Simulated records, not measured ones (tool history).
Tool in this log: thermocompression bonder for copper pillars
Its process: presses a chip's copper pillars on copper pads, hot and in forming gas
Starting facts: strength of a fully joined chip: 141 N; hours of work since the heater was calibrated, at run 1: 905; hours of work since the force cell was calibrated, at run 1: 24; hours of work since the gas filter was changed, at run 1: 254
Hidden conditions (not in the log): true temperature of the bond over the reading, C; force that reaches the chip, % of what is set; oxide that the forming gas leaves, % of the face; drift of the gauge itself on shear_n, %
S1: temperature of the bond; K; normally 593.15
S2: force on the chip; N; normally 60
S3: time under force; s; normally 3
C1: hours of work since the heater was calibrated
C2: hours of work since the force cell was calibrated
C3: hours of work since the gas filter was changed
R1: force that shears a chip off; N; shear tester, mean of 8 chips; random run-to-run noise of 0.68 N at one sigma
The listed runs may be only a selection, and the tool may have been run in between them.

| run | day | S1 | S2 | S3 | C1 | C2 | C3 | R1 |
|---|---|---|---|---|---|---|---|---|
| 1 | 0.000 | 593.15 | 60 | 3 | 905 | 24 | 254 | 86.1 |
| 2 | 0.629 | 593.15 | 60 | 8 | 912 | 31 | 261 | 107.8 |
| 3 | 1.696 | 593.15 | 60 | 3 | 924 | 43 | 272 | 84.7 |
| 4 | 2.558 | 593.15 | 53 | 3 | 933 | 52 | 282 | 81.1 |
| 5 | 3.608 | 593.15 | 53 | 3 | 945 | 64 | 294 | 80.7 |
|  | 3.750 | heater calibrated with a thermocouple chip |
| 6 | 4.467 | 593.15 | 60 | 3 | 8 | 72 | 302 | 82.9 |
| 7 | 5.292 | 593.15 | 60 | 3 | 17 | 81 | 311 | 83.1 |
| 8 | 6.392 | 593.15 | 60 | 3 | 29 | 93 | 323 | 83.6 |
| 9 | 7.267 | 593.15 | 57 | 3 | 39 | 103 | 333 | 81.0 |
|  | 7.662 | heater calibrated with a thermocouple chip, once more |
| 10 | 8.029 | 565.15 | 70 | 4 | 4 | 110 | 340 | 84.1 |
| 11 | 9.308 | 565.15 | 70 | 4 | 18 | 125 | 354 | 85.2 |
| 12 | 10.142 | 565.15 | 70 | 4 | 27 | 134 | 363 | 84.8 |
| 13 | 10.771 | 581.15 | 41 | 2 | 34 | 141 | 370 | 59.7 |
| 14 | 11.992 | 588.15 | 37 | 4 | 48 | 154 | 384 | 74.8 |
| 15 | 13.008 | 593.15 | 60 | 4 | 59 | 165 | 395 | 95.3 |
| 16 | 13.850 | 593.15 | 60 | 4 | 68 | 174 | 404 | 95.5 |
|  | 14.812 | forming gas filter changed |
| 17 | 14.896 | 585.15 | 60 | 4 | 79 | 186 | 1 | 97.3 |

Alternative continuations, all from the tool just after run 17; predict every row:
| A | 16.092 | 616.15 | 60 | 3 | 92 | 199 | 14 | ? |
| B | 16.092 | 585.15 | 60 | 5 | 92 | 199 | 14 | ? |
| C | 16.092 | 593.15 | 58 | 3 | 92 | 199 | 14 | ? |

| run | R1 |
|---|---|
| A | 108.3 |
| B | 100.6 |
| C | 93.8 |
Stripped of hidden state, with their random variation kept, the same runs would have yielded:
| run | R1 |
|---|---|
| A | 108.7 |
| B | 101.0 |
| C | 94.2 |

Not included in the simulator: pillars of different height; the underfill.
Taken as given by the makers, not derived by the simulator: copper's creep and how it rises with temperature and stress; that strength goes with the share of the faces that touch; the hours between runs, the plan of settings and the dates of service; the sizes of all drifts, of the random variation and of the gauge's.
